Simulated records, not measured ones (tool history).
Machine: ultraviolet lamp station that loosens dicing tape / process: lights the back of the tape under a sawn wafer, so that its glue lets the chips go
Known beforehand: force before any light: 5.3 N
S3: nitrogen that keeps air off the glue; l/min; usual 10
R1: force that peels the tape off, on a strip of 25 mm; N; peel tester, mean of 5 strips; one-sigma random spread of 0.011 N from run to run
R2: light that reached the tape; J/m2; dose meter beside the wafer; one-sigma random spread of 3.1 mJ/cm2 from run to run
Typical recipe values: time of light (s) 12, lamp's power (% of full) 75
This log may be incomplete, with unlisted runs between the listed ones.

Run 1, hour 0: usual settings. Result: R1 1.017 N, R2 3270 J/m2.
Run 2, hour 46.5: usual settings. Result: R1 1.172 N, R2 2930 J/m2.
Run 3, hour 111.8: usual settings. Result: R1 1.278 N, R2 2900 J/m2.
Run 4, hour 173.1: usual settings. Result: R1 1.268 N, R2 2780 J/m2.
Run 5, hour 209: usual settings but time of light (s) 18. Result: R1 0.661 N, R2 4060 J/m2.
Run 6, hour 240.4: usual settings but time of light (s) 18. Result: R1 0.686 N, R2 4090 J/m2.
Run 7, hour 287.7: usual settings but time of light (s) 13. Result: R1 1.302 N, R2 2880 J/m2.
Run 8, hour 325.7: usual settings but time of light (s) 13. Result: R1 1.248 N, R2 2820 J/m2.
Run 9, hour 364.3: usual settings but time of light (s) 16. Result: R1 0.925 N, R2 3440 J/m2.
Run 10, hour 422.4: usual settings but S3 5 l/min. Result: R1 1.378 N, R2 3470 J/m2.
Run 11, hour 477.2: usual settings but S3 5 l/min. Result: R1 1.411 N, R2 3400 J/m2.
Run 12, hour 544.4: usual settings but S3 5 l/min. Result: R1 1.468 N, R2 3340 J/m2.
Run 13, hour 574.3: usual settings but time of light (s) 21, S3 5 l/min. Result: R1 0.595 N, R2 5710 J/m2.
Run 14, hour 614.4: usual settings but lamp's power (% of full) 87, S3 15 l/min. Result: R1 0.635 N, R2 3740 J/m2.
Run 15, hour 666.5: usual settings but time of light (s) 16, S3 4 l/min. Result: R1 1.233 N, R2 4270 J/m2.
Run 16, hour 709.5: usual settings but time of light (s) 21, S3 14 l/min. Result: R1 0.126 N, R2 7520 J/m2.
Run 17, hour 739.4: usual settings but time of light (s) 21, S3 14 l/min. Result: R1 0.143 N, R2 7420 J/m2.
Run 18, hour 769.4: usual settings but time of light (s) 20, lamp's power (% of full) 61. Result: R1 0.328 N, R2 5730 J/m2.
Run 19, hour 840.9: usual settings but time of light (s) 20, lamp's power (% of full) 61. Result: R1 0.365 N, R2 5560 J/m2.
Run 20, hour 893.8: usual settings but time of light (s) 23. Result: R1 0.161 N, R2 7690 J/m2.
Run 21, hour 935.7: usual settings but time of light (s) 9, lamp's power (% of full) 73. Result: R1 0.972 N, R2 3310 J/m2.
Run 22, hour 996.5: usual settings but time of light (s) 21, lamp's power (% of full) 64, S3 15 l/min. Result: R1 0.166 N, R2 6840 J/m2.

Withheld: 4 entries from between the runs. Position of each, and hidden state at the listed run before versus the listed run after:
In the gap between runs 1 and 2: window cleaned of glue's vapour (hour 20.6)
  lamp's light, % of a new lamp's: 77.4 -> 77; light that the window lets through, % of a clean one's: 87.5 -> 79.8
  the result without the hidden state subtracted from the measured one, R1: +0.525 -> +0.681 N; R2: -1560 -> -1850 J/m2
In the gap between runs 9 and 10: window cleaned of glue's vapour, once more (hour 368.9)
  lamp's light, % of a new lamp's: 74.6 -> 74.2; light that the window lets through, % of a clean one's: 71.6 -> 97.9
  the result without the hidden state subtracted from the measured one, R1: +0.684 -> +0.534 N; R2: -2980 -> -1310 J/m2
In the gap between runs 15 and 16: lamp changed (hour 682.3)
  lamp's light, % of a new lamp's: 72.3 -> 99.1; light that the window lets through, % of a clean one's: 91.6 -> 90.5
  the result without the hidden state subtracted from the measured one, R1: +0.627 -> +0.026 N; R2: -2170 -> -860 J/m2
In the gap between runs 20 and 21: window cleaned of glue's vapour (hour 923)
  lamp's light, % of a new lamp's: 97.7 -> 97.4; light that the window lets through, % of a clean one's: 85.7 -> 99.6
  the result without the hidden state subtracted from the measured one, R1: +0.053 -> +0.048 N; R2: -1490 -> -110 J/m2
